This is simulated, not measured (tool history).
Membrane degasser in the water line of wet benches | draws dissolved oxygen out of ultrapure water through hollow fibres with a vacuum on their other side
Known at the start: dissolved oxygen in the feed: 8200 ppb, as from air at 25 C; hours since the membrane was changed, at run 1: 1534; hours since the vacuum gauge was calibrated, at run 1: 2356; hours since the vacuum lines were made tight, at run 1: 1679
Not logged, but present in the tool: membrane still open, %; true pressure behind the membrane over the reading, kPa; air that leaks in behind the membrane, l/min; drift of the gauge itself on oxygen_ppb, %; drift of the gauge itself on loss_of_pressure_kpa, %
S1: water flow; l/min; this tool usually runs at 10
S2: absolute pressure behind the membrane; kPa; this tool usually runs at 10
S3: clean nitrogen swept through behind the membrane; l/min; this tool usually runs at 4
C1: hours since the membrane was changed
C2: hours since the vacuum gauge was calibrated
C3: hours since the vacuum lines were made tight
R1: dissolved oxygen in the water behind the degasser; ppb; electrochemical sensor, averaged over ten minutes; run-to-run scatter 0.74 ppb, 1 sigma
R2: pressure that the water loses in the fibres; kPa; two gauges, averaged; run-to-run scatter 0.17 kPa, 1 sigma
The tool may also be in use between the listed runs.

{"run": 1, "day": 0.0, "S1": 10, "S2": 10, "S3": 4, "C1": 1534, "C2": 2356, "C3": 1679, "R1": 69.9, "R2": 27.36}
{"run": 2, "day": 1.054, "S1": 15, "S2": 10, "S3": 4, "C1": 1559, "C2": 2381, "C3": 1705, "R1": 138, "R2": 40.96}
{"run": 3, "day": 2.133, "S1": 15, "S2": 10, "S3": 4, "C1": 1585, "C2": 2407, "C3": 1730, "R1": 139, "R2": 41.1}
{"run": 4, "day": 4.258, "S1": 10, "S2": 11.3, "S3": 4, "C1": 1636, "C2": 2458, "C3": 1781, "R1": 76, "R2": 27.44}
{"run": 5, "day": 5.708, "S1": 10, "S2": 11.3, "S3": 4, "C1": 1671, "C2": 2493, "C3": 1816, "R1": 75.9, "R2": 27.5}
{"run": 6, "day": 6.721, "S1": 10, "S2": 11.3, "S3": 4, "C1": 1695, "C2": 2517, "C3": 1841, "R1": 75.8, "R2": 27.54}
{"run": 7, "day": 7.804, "S1": 10, "S2": 11.3, "S3": 4, "C1": 1721, "C2": 2543, "C3": 1867, "R1": 76.5, "R2": 27.46}
{"run": 8, "day": 9.442, "S1": 10, "S2": 10, "S3": 4, "C1": 1760, "C2": 2582, "C3": 1906, "R1": 68, "R2": 27.47}
{"run": 9, "day": 11.146, "S1": 10, "S2": 10, "S3": 4, "C1": 1801, "C2": 2623, "C3": 1947, "R1": 69.8, "R2": 27.42}
{"run": 10, "day": 12.775, "S1": 11, "S2": 10, "S3": 4, "C1": 1840, "C2": 2662, "C3": 1986, "R1": 82.3, "R2": 30.24}
{"run": 11, "day": 14.1, "S1": 11, "S2": 10, "S3": 4, "C1": 1872, "C2": 2694, "C3": 2018, "R1": 81.4, "R2": 30.21}
{"run": 12, "day": 15.579, "S1": 11, "S2": 10, "S3": 4, "C1": 1907, "C2": 2730, "C3": 2053, "R1": 82.3, "R2": 30.05}
{"day": 15.792, "done": "vacuum gauge calibrated"}
{"run": 13, "day": 17.792, "S1": 10, "S2": 14.5, "S3": 4, "C1": 1960, "C2": 48, "C3": 2106, "R1": 98.2, "R2": 27.66}
{"run": 14, "day": 19.188, "S1": 10, "S2": 14.5, "S3": 4, "C1": 1994, "C2": 81, "C3": 2139, "R1": 98.8, "R2": 27.37}
{"run": 15, "day": 20.725, "S1": 10, "S2": 14.5, "S3": 4, "C1": 2031, "C2": 118, "C3": 2176, "R1": 96.4, "R2": 27.48}
{"run": 16, "day": 22.471, "S1": 10, "S2": 10, "S3": 4, "C1": 2072, "C2": 160, "C3": 2218, "R1": 71.8, "R2": 27.78}
{"run": 17, "day": 23.858, "S1": 16, "S2": 23.7, "S3": 4, "C1": 2106, "C2": 194, "C3": 2251, "R1": 287.5, "R2": 43.9}
{"run": 18, "day": 25.25, "S1": 10, "S2": 20, "S3": 5.16, "C1": 2139, "C2": 227, "C3": 2285, "R1": 108.3, "R2": 27.55}
{"run": 19, "day": 26.533, "S1": 10, "S2": 20.4, "S3": 5.16, "C1": 2170, "C2": 258, "C3": 2316, "R1": 109.2, "R2": 27.49}
{"run": 20, "day": 27.483, "S1": 10, "S2": 20.4, "S3": 5.16, "C1": 2193, "C2": 281, "C3": 2338, "R1": 110.8, "R2": 27.47}
{"run": 21, "day": 28.742, "S1": 10, "S2": 20.4, "S3": 5.16, "C1": 2223, "C2": 311, "C3": 2369, "R1": 110, "R2": 27.75}
{"day": 29.454, "done": "vacuum gauge calibrated, once more"}
{"run": 22, "day": 30.75, "S1": 14, "S2": 20.1, "S3": 3.1, "C1": 2271, "C2": 31, "C3": 2416, "R1": 253.3, "R2": 38.38}
{"run": 23, "day": 32.471, "S1": 10, "S2": 10, "S3": 2.3, "C1": 2312, "C2": 72, "C3": 2458, "R1": 100.6, "R2": 27.44}
{"run": 24, "day": 33.962, "S1": 10, "S2": 10, "S3": 6.44, "C1": 2348, "C2": 108, "C3": 2493, "R1": 54.3, "R2": 27.56}
{"run": 25, "day": 34.929, "S1": 10, "S2": 10, "S3": 6.44, "C1": 2371, "C2": 131, "C3": 2517, "R1": 54.8, "R2": 27.5}
{"run": 26, "day": 36.138, "S1": 10, "S2": 10, "S3": 6.44, "C1": 2400, "C2": 160, "C3": 2546, "R1": 53.9, "R2": 27.39}
{"run": 27, "day": 37.2, "S1": 7, "S2": 14.3, "S3": 7.25, "C1": 2425, "C2": 186, "C3": 2571, "R1": 36.1, "R2": 19.24}
{"run": 28, "day": 38.792, "S1": 7, "S2": 8.4, "S3": 7.25, "C1": 2464, "C2": 224, "C3": 2609, "R1": 22, "R2": 19.26}
{"run": 29, "day": 41.05, "S1": 16, "S2": 7.2, "S3": 4.17, "C1": 2518, "C2": 278, "C3": 2663, "R1": 130, "R2": 44.49}
{"run": 30, "day": 42.954, "S1": 11, "S2": 11.3, "S3": 1.84, "C1": 2564, "C2": 324, "C3": 2709, "R1": 150.2, "R2": 30.64}
{"run": 31, "day": 44.471, "S1": 14, "S2": 11.8, "S3": 1.84, "C1": 2600, "C2": 360, "C3": 2746, "R1": 223.9, "R2": 38.69}

Below are 3 alternative next runs, each starting from the tool's condition after run 31. Predict each:
{"run": "A", "day": 45.625, "S1": 12, "S2": 10, "S3": 4, "C1": 2628, "C2": 388, "C3": 2773, "R1": "?", "R2": "?"}
{"run": "B", "day": 45.625, "S1": 9, "S2": 8.7, "S3": 5.73, "C1": 2628, "C2": 388, "C3": 2773, "R1": "?", "R2": "?"}
{"run": "C", "day": 45.625, "S1": 12, "S2": 15.5, "S3": 10.71, "C1": 2628, "C2": 388, "C3": 2773, "R1": "?", "R2": "?"}

run=A R1=95.8 R2=33.28
run=B R1=42.8 R2=24.85
run=C R1=80.3 R2=33.43
The same runs, with their run-to-run variation unchanged, on a tool lacking any hidden condition would have given:
run=A R1=91.3 R2=32.71
run=B R1=40.4 R2=24.42
run=C R1=76 R2=32.86

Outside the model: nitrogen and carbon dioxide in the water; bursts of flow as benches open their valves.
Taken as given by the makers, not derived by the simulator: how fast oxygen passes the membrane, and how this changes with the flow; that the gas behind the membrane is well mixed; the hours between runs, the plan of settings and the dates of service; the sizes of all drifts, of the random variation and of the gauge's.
